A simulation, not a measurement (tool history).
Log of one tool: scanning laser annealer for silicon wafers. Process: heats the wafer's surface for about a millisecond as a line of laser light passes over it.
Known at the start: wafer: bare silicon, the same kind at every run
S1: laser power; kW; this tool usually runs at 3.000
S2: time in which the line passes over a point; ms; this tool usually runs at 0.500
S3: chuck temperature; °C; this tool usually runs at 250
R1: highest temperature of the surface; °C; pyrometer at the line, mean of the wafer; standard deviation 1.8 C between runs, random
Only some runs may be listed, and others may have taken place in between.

run	day	S1	S2	S3	R1
1	0.000	3.000	0.500	250	933
2	0.396	3.000	0.500	250	934
3	0.721	3.142	0.500	250	975
4	1.196	2.983	0.500	250	930
5	1.538	2.983	0.549	250	964
6	1.875	3.000	0.500	257	940
7	2.296	3.000	0.500	217	897
8	2.983	3.000	0.500	217	896
9	3.679	3.000	0.500	217	899
10	3.988	3.000	0.500	217	898
11	4.412	3.000	0.500	248	929
12	4.750	3.000	0.360	250	818
13	5.450	3.055	0.360	250	832
14	5.796	3.102	0.500	250	956
15	6.429	3.000	0.500	250	929
16	6.817	3.000	0.500	250	929
17	7.475	3.000	0.500	250	928
18	8.017	3.000	0.500	250	928
19	8.404	2.911	0.500	250	900
20	9.092	3.000	0.500	239	914
# day 9.267: laser's power meter calibrated
21	9.842	3.000	0.500	239	915
22	10.542	3.000	0.500	239	915
23	10.900	3.000	0.500	239	914
24	11.217	2.933	0.498	230	881
# day 11.525: laser's power meter calibrated, once more
25	11.808	2.933	0.498	230	880
26	12.371	2.686	0.557	250	870
27	13.021	2.686	0.557	250	867
28	13.496	2.686	0.557	250	866
29	14.154	3.000	0.492	214	877
30	14.750	3.055	0.434	276	910
# day 14.879: window over the wafer cleaned
31	15.358	2.826	0.500	236	883
32	15.871	2.826	0.390	238	803
33	16.508	2.826	0.390	238	802
34	17.079	3.163	0.387	210	857
35	17.675	3.000	0.500	284	981
36	18.392	3.000	0.500	284	977
37	19.025	3.000	0.500	284	975
38	19.438	3.000	0.500	284	980
39	20.154	3.016	0.500	267	965
40	20.662	3.000	0.500	219	908
41	20.983	3.000	0.570	248	989

Forecast each of these 4 alternatives for the next run:
A	21.412	2.664	0.500	212	?
B	21.412	3.056	0.409	276	?
C	21.412	3.000	0.570	253	?
D	21.412	3.000	0.570	265	?

run	R1
A	808
B	911
C	994
D	1006
With the hidden condition removed and each run's random variation left untouched, the same runs would have given:
run	R1
A	829
B	933
C	1020
D	1033

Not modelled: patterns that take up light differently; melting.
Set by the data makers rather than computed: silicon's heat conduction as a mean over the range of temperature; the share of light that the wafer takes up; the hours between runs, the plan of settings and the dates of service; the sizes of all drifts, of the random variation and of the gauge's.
